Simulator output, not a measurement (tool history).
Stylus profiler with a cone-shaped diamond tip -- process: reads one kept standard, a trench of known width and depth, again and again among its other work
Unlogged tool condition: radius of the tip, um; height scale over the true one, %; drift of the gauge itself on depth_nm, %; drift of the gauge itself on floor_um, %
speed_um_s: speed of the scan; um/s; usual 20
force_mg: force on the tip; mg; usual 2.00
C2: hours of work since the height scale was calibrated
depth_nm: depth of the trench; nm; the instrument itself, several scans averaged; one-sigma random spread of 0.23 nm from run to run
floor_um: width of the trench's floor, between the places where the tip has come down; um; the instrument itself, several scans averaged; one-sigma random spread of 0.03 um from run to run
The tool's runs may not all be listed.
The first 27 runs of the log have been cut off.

run 28 day=25.200 | speed_um_s=56 force_mg=2.00 | scans_with_this_tip=4566 C2=64 | depth_nm=1016.73 floor_um=25.21
run 29 day=26.425 | speed_um_s=44 force_mg=0.90 | scans_with_this_tip=4709 C2=76 | depth_nm=1010.53 floor_um=25.10
-- day=26.650 height scale calibrated on a step standard, once more
run 30 day=27.583 | speed_um_s=22 force_mg=5.37 | scans_with_this_tip=4842 C2=9 | depth_nm=1028.36 floor_um=25.36
run 31 day=28.829 | speed_um_s=22 force_mg=1.62 | scans_with_this_tip=4987 C2=21 | depth_nm=1012.76 floor_um=25.29
run 32 day=29.429 | speed_um_s=13 force_mg=3.47 | scans_with_this_tip=5057 C2=27 | depth_nm=1021.07 floor_um=25.38
run 33 day=30.296 | speed_um_s=13 force_mg=3.47 | scans_with_this_tip=5158 C2=36 | depth_nm=1021.41 floor_um=25.38
run 34 day=30.988 | speed_um_s=46 force_mg=1.34 | scans_with_this_tip=5239 C2=43 | depth_nm=1011.35 floor_um=25.09
run 35 day=32.150 | speed_um_s=20 force_mg=3.73 | scans_with_this_tip=5375 C2=54 | depth_nm=1022.78 floor_um=25.30
run 36 day=32.942 | speed_um_s=24 force_mg=3.24 | scans_with_this_tip=5467 C2=62 | depth_nm=1020.70 floor_um=25.25
run 37 day=34.062 | speed_um_s=24 force_mg=3.24 | scans_with_this_tip=5598 C2=73 | depth_nm=1020.76 floor_um=25.22
run 38 day=35.021 | speed_um_s=19 force_mg=2.71 | scans_with_this_tip=5710 C2=82 | depth_nm=1017.58 floor_um=25.22
run 39 day=36.175 | speed_um_s=19 force_mg=2.71 | scans_with_this_tip=5844 C2=94 | depth_nm=1018.00 floor_um=25.24
run 40 day=36.800 | speed_um_s=19 force_mg=2.71 | scans_with_this_tip=5917 C2=100 | depth_nm=1018.60 floor_um=25.20
run 41 day=37.825 | speed_um_s=12 force_mg=1.78 | scans_with_this_tip=6037 C2=110 | depth_nm=1014.27 floor_um=25.25
run 42 day=38.454 | speed_um_s=12 force_mg=5.37 | scans_with_this_tip=6110 C2=116 | depth_nm=1028.90 floor_um=25.25
run 43 day=39.033 | speed_um_s=12 force_mg=5.37 | scans_with_this_tip=6178 C2=122 | depth_nm=1028.80 floor_um=25.19
run 44 day=39.671 | speed_um_s=6 force_mg=2.00 | scans_with_this_tip=6253 C2=128 | depth_nm=1015.70 floor_um=25.27
run 45 day=40.442 | speed_um_s=11 force_mg=1.89 | scans_with_this_tip=6342 C2=136 | depth_nm=1014.63 floor_um=25.26
run 46 day=41.821 | speed_um_s=11 force_mg=1.89 | scans_with_this_tip=6503 C2=149 | depth_nm=1014.71 floor_um=25.22

4 ways to go on from here, each from the tool as it stands after run 46. What would each give?
run A day=42.562 | speed_um_s=20 force_mg=3.32 | scans_with_this_tip=6590 C2=156 | depth_nm=? floor_um=?
run B day=42.562 | speed_um_s=11 force_mg=2.70 | scans_with_this_tip=6590 C2=156 | depth_nm=? floor_um=?
run C day=42.562 | speed_um_s=10 force_mg=1.04 | scans_with_this_tip=6590 C2=156 | depth_nm=? floor_um=?
run D day=42.562 | speed_um_s=18 force_mg=1.45 | scans_with_this_tip=6590 C2=156 | depth_nm=? floor_um=?

run=A depth_nm=1021.46 floor_um=25.19
run=B depth_nm=1018.45 floor_um=25.19
run=C depth_nm=1010.05 floor_um=25.19
run=D depth_nm=1012.69 floor_um=25.14
Stripped of hidden state, with their random variation kept, the same runs would have yielded:
run=A depth_nm=1020.83 floor_um=25.94
run=B depth_nm=1017.82 floor_um=25.94
run=C depth_nm=1009.42 floor_um=25.94
run=D depth_nm=1012.06 floor_um=25.89
